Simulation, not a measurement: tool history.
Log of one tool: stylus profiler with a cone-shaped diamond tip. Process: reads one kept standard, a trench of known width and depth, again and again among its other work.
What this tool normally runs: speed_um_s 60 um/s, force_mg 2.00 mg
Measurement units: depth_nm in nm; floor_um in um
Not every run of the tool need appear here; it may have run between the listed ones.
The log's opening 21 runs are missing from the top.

Run 22, hour 474.1: usual settings but force_mg 4.44 mg. Result: depth_nm 504.85 nm, floor_um 96.60 um.
Run 23, hour 502.4: usual settings but force_mg 4.44 mg. Result: depth_nm 504.84 nm, floor_um 96.70 um.
Run 24, hour 516.9: usual settings but speed_um_s 131 um/s, force_mg 4.91 mg. Result: depth_nm 505.44 nm, floor_um 96.53 um.
Run 25, hour 530.8: usual settings but speed_um_s 33 um/s. Result: depth_nm 503.08 nm, floor_um 96.68 um.
Run 26, hour 555.0: usual settings but speed_um_s 33 um/s. Result: depth_nm 502.69 nm, floor_um 96.66 um.
Run 27, hour 579.7: usual settings but speed_um_s 33 um/s. Result: depth_nm 502.78 nm, floor_um 96.70 um.
Run 28, hour 604.5: usual settings but speed_um_s 33 um/s, force_mg 0.76 mg. Result: depth_nm 501.15 nm, floor_um 96.61 um.
Run 29, hour 625.1: usual settings but speed_um_s 33 um/s, force_mg 0.76 mg. Result: depth_nm 501.57 nm, floor_um 96.61 um.
Run 30, hour 642.0: usual settings but speed_um_s 33 um/s, force_mg 0.76 mg. Result: depth_nm 501.32 nm, floor_um 96.63 um.
Run 31, hour 654.9: usual settings but speed_um_s 16 um/s. Result: depth_nm 502.76 nm, floor_um 96.65 um.
Run 32, hour 683.2: usual settings but speed_um_s 32 um/s, force_mg 5.34 mg. Result: depth_nm 505.46 nm, floor_um 96.66 um.
Run 33, hour 703.9: usual settings but speed_um_s 32 um/s, force_mg 5.34 mg. Result: depth_nm 505.51 nm, floor_um 96.67 um.
Run 34, hour 730.0: usual settings but speed_um_s 91 um/s, force_mg 3.10 mg. Result: depth_nm 503.71 nm, floor_um 96.53 um.
Run 35, hour 755.0: usual settings but speed_um_s 91 um/s, force_mg 3.10 mg. Result: depth_nm 503.47 nm, floor_um 96.51 um.
Run 36, hour 778.8: usual settings but speed_um_s 91 um/s, force_mg 3.10 mg. Result: depth_nm 503.84 nm, floor_um 96.50 um.
Run 37, hour 803.9: usual settings but speed_um_s 25 um/s, force_mg 2.10 mg. Result: depth_nm 503.01 nm, floor_um 96.58 um.
Run 38, hour 820.7: usual settings but speed_um_s 221 um/s, force_mg 0.96 mg. Result: depth_nm 501.57 nm, floor_um 95.94 um.
Run 39, hour 841.2: usual settings but speed_um_s 29 um/s, force_mg 5.17 mg. Result: depth_nm 505.30 nm, floor_um 96.58 um.
Run 40, hour 853.1: usual settings but speed_um_s 171 um/s, force_mg 4.59 mg. Result: depth_nm 504.89 nm, floor_um 96.44 um.
Run 41, hour 867.6: usual settings but speed_um_s 27 um/s, force_mg 3.39 mg. Result: depth_nm 503.83 nm, floor_um 96.61 um.
Run 42, hour 890.4: usual settings but speed_um_s 203 um/s, force_mg 3.39 mg. Result: depth_nm 503.86 nm, floor_um 96.30 um.
Run 43, hour 913.8: usual settings but speed_um_s 226 um/s, force_mg 1.35 mg. Result: depth_nm 502.08 nm, floor_um 96.02 um.
Run 44, hour 939.4: usual settings but speed_um_s 84 um/s, force_mg 2.71 mg. Result: depth_nm 503.25 nm, floor_um 96.49 um.
Run 45, hour 963.9: usual settings but speed_um_s 84 um/s, force_mg 2.71 mg. Result: depth_nm 503.24 nm, floor_um 96.47 um.
Run 46, hour 988.7: usual settings but speed_um_s 59 um/s, force_mg 1.35 mg. Result: depth_nm 502.10 nm, floor_um 96.48 um.

Predict each of these 4 candidate next runs independently; none follows another, all start after run 46:
Run A, hour 1015.3: usual settings but speed_um_s 33 um/s, force_mg 2.07 mg. Result: depth_nm ?, floor_um ?.
Run B, hour 1015.3: usual settings but speed_um_s 48 um/s, force_mg 1.99 mg. Result: depth_nm ?, floor_um ?.
Run C, hour 1015.3: usual settings but force_mg 1.28 mg. Result: depth_nm ?, floor_um ?.
Run D, hour 1015.3: usual settings but speed_um_s 27 um/s, force_mg 1.68 mg. Result: depth_nm ?, floor_um ?.

run  depth_nm  floor_um
  A    502.82     96.56
  B    502.62     96.54
  C    501.95     96.46
  D    502.30     96.54
Stripped of hidden state, with their random variation kept, the same runs would have yielded:
run  depth_nm  floor_um
  A    503.13     96.90
  B    502.93     96.89
  C    502.26     96.80
  D    502.62     96.89
